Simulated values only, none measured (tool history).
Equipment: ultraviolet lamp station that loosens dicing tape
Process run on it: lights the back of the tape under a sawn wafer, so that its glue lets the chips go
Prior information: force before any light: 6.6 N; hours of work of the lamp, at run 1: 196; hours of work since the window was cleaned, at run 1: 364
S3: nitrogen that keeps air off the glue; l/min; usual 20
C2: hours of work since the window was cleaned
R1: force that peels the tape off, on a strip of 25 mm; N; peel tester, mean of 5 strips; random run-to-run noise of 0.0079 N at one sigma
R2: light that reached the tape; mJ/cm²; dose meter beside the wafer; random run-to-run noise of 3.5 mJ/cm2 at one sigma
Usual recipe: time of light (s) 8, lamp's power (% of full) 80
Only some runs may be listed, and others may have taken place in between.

run 1 hour=0 | time_of_light_(s)=8 lamp's_power_(%_of_full)=80 S3=20 | hours_of_work_of_the_lamp=196 C2=364 | R1=0.373 R2=536
run 2 hour=11.8 | time_of_light_(s)=8 lamp's_power_(%_of_full)=80 S3=20 | hours_of_work_of_the_lamp=204 C2=371 | R1=0.36 R2=529
run 3 hour=21.9 | time_of_light_(s)=8 lamp's_power_(%_of_full)=80 S3=20 | hours_of_work_of_the_lamp=211 C2=378 | R1=0.373 R2=536
run 4 hour=30.5 | time_of_light_(s)=9 lamp's_power_(%_of_full)=80 S3=20 | hours_of_work_of_the_lamp=216 C2=384 | R1=0.29 R2=595
run 5 hour=37.3 | time_of_light_(s)=8 lamp's_power_(%_of_full)=80 S3=20 | hours_of_work_of_the_lamp=221 C2=388 | R1=0.388 R2=528
run 6 hour=43 | time_of_light_(s)=8 lamp's_power_(%_of_full)=80 S3=20 | hours_of_work_of_the_lamp=225 C2=392 | R1=0.393 R2=528
run 7 hour=54.5 | time_of_light_(s)=7 lamp's_power_(%_of_full)=80 S3=20 | hours_of_work_of_the_lamp=232 C2=400 | R1=0.529 R2=459
run 8 hour=60.9 | time_of_light_(s)=8 lamp's_power_(%_of_full)=80 S3=20 | hours_of_work_of_the_lamp=237 C2=404 | R1=0.391 R2=531
run 9 hour=71.5 | time_of_light_(s)=8 lamp's_power_(%_of_full)=80 S3=18 | hours_of_work_of_the_lamp=244 C2=411 | R1=0.416 R2=524
run 10 hour=76.8 | time_of_light_(s)=10 lamp's_power_(%_of_full)=80 S3=20 | hours_of_work_of_the_lamp=247 C2=415 | R1=0.223 R2=655
run 11 hour=87.4 | time_of_light_(s)=8 lamp's_power_(%_of_full)=80 S3=20 | hours_of_work_of_the_lamp=254 C2=422 | R1=0.367 R2=527
run 12 hour=93.9 | time_of_light_(s)=9 lamp's_power_(%_of_full)=93 S3=33 | hours_of_work_of_the_lamp=258 C2=426 | R1=0.146 R2=688
run 13 hour=103 | time_of_light_(s)=5 lamp's_power_(%_of_full)=93 S3=33 | hours_of_work_of_the_lamp=264 C2=432 | R1=0.527 R2=379
-- hour=104 window cleaned of glue's vapour
run 14 hour=109 | time_of_light_(s)=5 lamp's_power_(%_of_full)=72 S3=19 | hours_of_work_of_the_lamp=268 C2=3 | R1=1.279 R2=297
run 15 hour=120.6 | time_of_light_(s)=5 lamp's_power_(%_of_full)=72 S3=19 | hours_of_work_of_the_lamp=276 C2=11 | R1=1.324 R2=292
run 16 hour=125.7 | time_of_light_(s)=10 lamp's_power_(%_of_full)=80 S3=15 | hours_of_work_of_the_lamp=279 C2=14 | R1=0.311 R2=641

Run 17 has not been measured yet. What should we expect?
run 17 hour=132.1 | time_of_light_(s)=16 lamp's_power_(%_of_full)=98 S3=19 | hours_of_work_of_the_lamp=283 C2=19 | R1=? R2=?

{"run 17": {"R1": 0.1, "R2": 1260}}
The same run, on a tool lacking any hidden state, would have yielded R1 0.098 N, R2 1419 mJ/cm².

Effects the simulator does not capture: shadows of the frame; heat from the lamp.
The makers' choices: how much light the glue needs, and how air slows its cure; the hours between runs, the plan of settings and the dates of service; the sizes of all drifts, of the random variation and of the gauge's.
